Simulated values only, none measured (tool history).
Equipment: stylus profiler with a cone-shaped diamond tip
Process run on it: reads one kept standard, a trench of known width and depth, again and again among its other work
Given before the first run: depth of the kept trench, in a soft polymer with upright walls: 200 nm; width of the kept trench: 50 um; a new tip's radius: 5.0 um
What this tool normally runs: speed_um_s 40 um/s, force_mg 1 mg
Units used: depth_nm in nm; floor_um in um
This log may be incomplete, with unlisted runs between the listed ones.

{"run": 1, "hour": 0.0, "speed_um_s": 40, "force_mg": 1, "depth_nm": 201.21, "floor_um": 46.98}
{"run": 2, "hour": 19.7, "speed_um_s": 40, "force_mg": 1, "depth_nm": 201.17, "floor_um": 46.92}
{"run": 3, "hour": 30.8, "speed_um_s": 40, "force_mg": 0.55, "depth_nm": 200.89, "floor_um": 46.9}
{"run": 4, "hour": 50.0, "speed_um_s": 40, "force_mg": 0.55, "depth_nm": 200.86, "floor_um": 46.9}
{"run": 5, "hour": 64.3, "speed_um_s": 40, "force_mg": 1.74, "depth_nm": 201.64, "floor_um": 46.99}
{"run": 6, "hour": 84.3, "speed_um_s": 40, "force_mg": 1.74, "depth_nm": 201.68, "floor_um": 46.99}
{"run": 7, "hour": 99.4, "speed_um_s": 40, "force_mg": 1, "depth_nm": 201.21, "floor_um": 47.01}
{"run": 8, "hour": 119.5, "speed_um_s": 40, "force_mg": 0.34, "depth_nm": 200.7, "floor_um": 46.82}
{"run": 9, "hour": 132.9, "speed_um_s": 40, "force_mg": 1, "depth_nm": 201.22, "floor_um": 46.94}
{"run": 10, "hour": 151.2, "speed_um_s": 40, "force_mg": 1, "depth_nm": 201.25, "floor_um": 46.95}
{"run": 11, "hour": 167.5, "speed_um_s": 40, "force_mg": 1, "depth_nm": 201.24, "floor_um": 46.96}
{"run": 12, "hour": 176.6, "speed_um_s": 40, "force_mg": 1, "depth_nm": 201.28, "floor_um": 46.94}
{"hour": 178.4, "done": "height scale calibrated on a step standard"}
{"run": 13, "hour": 195.8, "speed_um_s": 40, "force_mg": 1, "depth_nm": 201.33, "floor_um": 46.93}
{"run": 14, "hour": 210.2, "speed_um_s": 40, "force_mg": 1, "depth_nm": 201.28, "floor_um": 46.94}
{"run": 15, "hour": 220.0, "speed_um_s": 40, "force_mg": 1, "depth_nm": 201.3, "floor_um": 46.86}
{"run": 16, "hour": 234.3, "speed_um_s": 40, "force_mg": 1, "depth_nm": 201.3, "floor_um": 46.99}
{"run": 17, "hour": 248.6, "speed_um_s": 40, "force_mg": 1, "depth_nm": 201.34, "floor_um": 46.94}
{"run": 18, "hour": 260.7, "speed_um_s": 28, "force_mg": 1, "depth_nm": 201.36, "floor_um": 46.93}
{"hour": 266.2, "done": "height scale calibrated on a step standard, once more"}
{"run": 19, "hour": 272.5, "speed_um_s": 22, "force_mg": 1.88, "depth_nm": 201.69, "floor_um": 47}
{"run": 20, "hour": 292.7, "speed_um_s": 141, "force_mg": 0.48, "depth_nm": 200.74, "floor_um": 46.26}
{"run": 21, "hour": 309.2, "speed_um_s": 141, "force_mg": 0.48, "depth_nm": 200.69, "floor_um": 46.22}
{"run": 22, "hour": 324.1, "speed_um_s": 81, "force_mg": 1.18, "depth_nm": 201.25, "floor_um": 46.76}
{"run": 23, "hour": 341.6, "speed_um_s": 81, "force_mg": 1.18, "depth_nm": 201.29, "floor_um": 46.7}
{"run": 24, "hour": 359.3, "speed_um_s": 83, "force_mg": 0.34, "depth_nm": 200.6, "floor_um": 46.46}
{"run": 25, "hour": 368.1, "speed_um_s": 83, "force_mg": 0.34, "depth_nm": 200.52, "floor_um": 46.45}
{"run": 26, "hour": 378.4, "speed_um_s": 83, "force_mg": 0.71, "depth_nm": 200.95, "floor_um": 46.64}
{"run": 27, "hour": 391.1, "speed_um_s": 83, "force_mg": 0.71, "depth_nm": 200.95, "floor_um": 46.66}
{"run": 28, "hour": 408.8, "speed_um_s": 122, "force_mg": 1.95, "depth_nm": 201.75, "floor_um": 46.65}
{"run": 29, "hour": 426.1, "speed_um_s": 122, "force_mg": 1.95, "depth_nm": 201.77, "floor_um": 46.69}
{"run": 30, "hour": 440.3, "speed_um_s": 122, "force_mg": 1.95, "depth_nm": 201.73, "floor_um": 46.63}
{"run": 31, "hour": 460.7, "speed_um_s": 122, "force_mg": 1.95, "depth_nm": 201.72, "floor_um": 46.63}

What does the tool deliver on the next run?
{"run": 32, "hour": 472.1, "speed_um_s": 23, "force_mg": 1.77, "depth_nm": "?", "floor_um": "?"}

{"run 32": {"depth_nm": 201.67, "floor_um": 46.91}}
On a tool with no hidden condition, and with the same random variation, this run would have come out at depth_nm 201.56 nm, floor_um 47.15 um.

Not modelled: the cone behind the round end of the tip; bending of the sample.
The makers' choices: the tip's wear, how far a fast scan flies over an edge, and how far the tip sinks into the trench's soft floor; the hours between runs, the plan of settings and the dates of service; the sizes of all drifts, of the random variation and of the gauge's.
